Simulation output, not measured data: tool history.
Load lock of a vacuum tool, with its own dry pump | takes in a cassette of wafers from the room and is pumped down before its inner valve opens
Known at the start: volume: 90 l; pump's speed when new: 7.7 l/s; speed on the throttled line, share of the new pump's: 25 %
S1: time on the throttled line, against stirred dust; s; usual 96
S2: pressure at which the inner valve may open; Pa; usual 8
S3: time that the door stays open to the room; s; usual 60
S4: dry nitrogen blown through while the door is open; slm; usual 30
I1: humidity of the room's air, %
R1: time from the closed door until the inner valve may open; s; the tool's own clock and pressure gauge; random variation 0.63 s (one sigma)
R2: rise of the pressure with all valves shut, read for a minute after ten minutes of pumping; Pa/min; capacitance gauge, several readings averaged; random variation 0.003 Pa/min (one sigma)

run,hour,S1,S2,S3,S4,I1,R1,R2
1,0,96,8,60,30,43.7,193.8,0.271
2,136.8,96,8,60,30,43.2,195.3,0.276
3,300.7,96,8,60,30,41.7,195.3,0.287
4,459.2,96,8,60,30,44.1,196.7,0.295
5,579.8,96,8,60,30,48,194.4,0.307
6,713.2,87,8,60,30,41.8,189.6,0.306
7,867.4,87,8,60,30,46.4,189.2,0.326
8,1051.9,55,8,60,30,47.7,166.9,0.319
9,1173.3,55,8,60,30,45,166.4,0.332
10,1373.6,64,8,60,30,41.7,172.4,0.338
11,1466.1,96,8,47,30,45.7,196.1,0.341
12,1569.9,71,8,47,30,46.7,178.5,0.346
13,1740.3,96,8,60,30,44.1,196,0.357
14,1852.1,96,8,60,30,42.7,196.6,0.357
15,2022.1,96,8,60,30,42.9,197.5,0.375
16,2157.5,96,8,60,30,45.2,197.6,0.385
17,2239.8,96,9,60,30,44.3,197,0.379
18,2353.9,96,9,60,30,47,195.5,0.392
19,2526.1,96,9,60,30,47.3,197.5,0.397
20,2719.2,96,9,60,30,39.7,196.7,0.398
21,2807.9,96,9,60,30,43.5,196.6,0.414
22,2965.9,96,7,26,30,44.7,201.2,0.419
23,3153.5,75,11,60,27,47.1,179.6,0.436
24,3354.1,113,9,136,22,42.7,210.8,0.465
# hour 3451.3: door's seal changed, seat wiped
25,3459.9,113,9,136,22,45.3,209.9,0.04
26,3557.7,53,8,32,17,44.9,170.5,0.026
27,3649.2,53,8,32,17,40.6,170.1,0.023
28,3792,179,8,60,30,43.9,259.6,0.03
# hour 3875.1: dry pump taken out, an overhauled one fitted
29,3961.6,179,8,60,30,41.3,245.7,0.03
30,4083.4,76,9,92,21,49.3,166.9,0.037
31,4186.8,76,9,92,21,41.8,166.9,0.042
32,4280.6,50,14,48,30,45,141.3,0.03
33,4454.6,50,14,48,30,45.8,143.2,0.036
34,4613.2,50,14,48,30,44.2,143.4,0.035
35,4802.5,50,14,48,29,48.8,143,0.041
36,4929.4,124,9,154,10,45.5,203.6,0.073

Hidden state or all else? Some run-to-run changes of R1, split into what the settings, what came in and random variation would give without the hidden state, and what is left for the hidden state (with any gauge scatter that isn't in both results):
The hidden state here: pump's speed, % of a new pump's; leak at the door's seal, Pa l/s; drift of the gauge itself on ready_s, %; drift of the gauge itself on rise_pa_min, %.
Run 25 -> 26: S1 113 -> 53, S2 9 -> 8, S3 136 -> 32, S4 22 -> 17. R1 -39.4 s: hidden state +3.5, all else -42.9.
Run 27 -> 28: S1 53 -> 179, S3 32 -> 60, S4 17 -> 30. R1 +89.5 s: hidden state -5.7, all else +95.2.
Run 28 -> 29: dry pump taken out, an overhauled one fitted. R1 -13.9 s: hidden state -13.3, all else -0.6.
Run 29 -> 30: S1 179 -> 76, S2 8 -> 9, S3 60 -> 92, S4 30 -> 21. R1 -78.8 s: hidden state +0, all else -78.8.
Run 35 -> 36: S1 50 -> 124, S2 14 -> 9, S3 48 -> 154, S4 29 -> 10. R1 +60.6 s: hidden state +0.1, all else +60.5.
